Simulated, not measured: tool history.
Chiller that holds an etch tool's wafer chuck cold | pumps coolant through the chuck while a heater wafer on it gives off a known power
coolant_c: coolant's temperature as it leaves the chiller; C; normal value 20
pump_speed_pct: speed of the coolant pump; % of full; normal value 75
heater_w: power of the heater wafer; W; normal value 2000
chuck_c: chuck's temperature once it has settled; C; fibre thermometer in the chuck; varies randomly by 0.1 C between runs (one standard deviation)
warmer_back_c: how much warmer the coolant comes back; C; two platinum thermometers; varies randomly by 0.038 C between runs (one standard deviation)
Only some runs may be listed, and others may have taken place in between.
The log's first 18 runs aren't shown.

run    hour  coolant_c  pump_speed_pct  heater_w  hours since the coolant was changed and the channels were flushed  hours since the pump was overhauled  hours since the chiller's thermometer was calibrated  chuck_c  warmer_back_c
 19   745.1         26              81      2000                                                               2160                                 1817                                                  2160     41.7           7.21
 20   802.4         20              62      2493                                                               2218                                 1875                                                  2218     44.6          11.99
 21   829.3         20              93      2335                                                               2245                                 1902                                                  2245     36.4           7.28
 22   893.0         20              93      2335                                                               2308                                 1965                                                  2308     36.4           7.28
 23   948.6         19              81      1617                                                               2364                                 2021                                                  2364     31.7           5.87
 24  1009.3         15              75      2000                                                               2425                                 2082                                                  2425     31.9           7.94
 25  1041.5         15              75      2000                                                               2457                                 2114                                                  2457     31.9           7.92
 26  1099.4         20              78      2865                                                               2515                                 2172                                                  2515     43.4          10.74
     1134.7  -- gauge calibrated
 27  1144.6         20              78      2035                                                               2560                                 2217                                                  2560     36.6           7.43
 28  1181.8         15              97      1367                                                               2597                                 2254                                                  2597     24.2           3.97
 29  1230.8         11              65      1951                                                               2646                                 2303                                                  2646     29.7           8.73
 30  1286.7         11              65      1951                                                               2702                                 2359                                                  2702     29.5           8.75
 31  1326.3         21              65      1745                                                               2742                                 2399                                                  2742     37.7           7.86
 32  1358.6         21              65      1745                                                               2774                                 2431                                                  2774     37.6           7.84
 33  1404.1         12              94      1808                                                               2819                                 2476                                                  2819     24.7           5.40

What if the next run were any one of these 3? Each begins from the tool's condition after run 33:
  A  1446.7         12              94      2634                                                               2862                                 2519                                                  2862        ?              ?
  B  1446.7         20              64      2000                                                               2862                                 2519                                                  2862        ?              ?
  C  1446.7         29              75      2631                                                               2862                                 2519                                                  2862        ?              ?

run  chuck_c  warmer_back_c
  A     30.4           7.89
  B     39.3           9.18
  C     51.3          10.14
Had the tool no hidden state, the same runs would have come out as:
run  chuck_c  warmer_back_c
  A     30.4           7.79
  B     39.3           9.08
  C     51.3          10.04
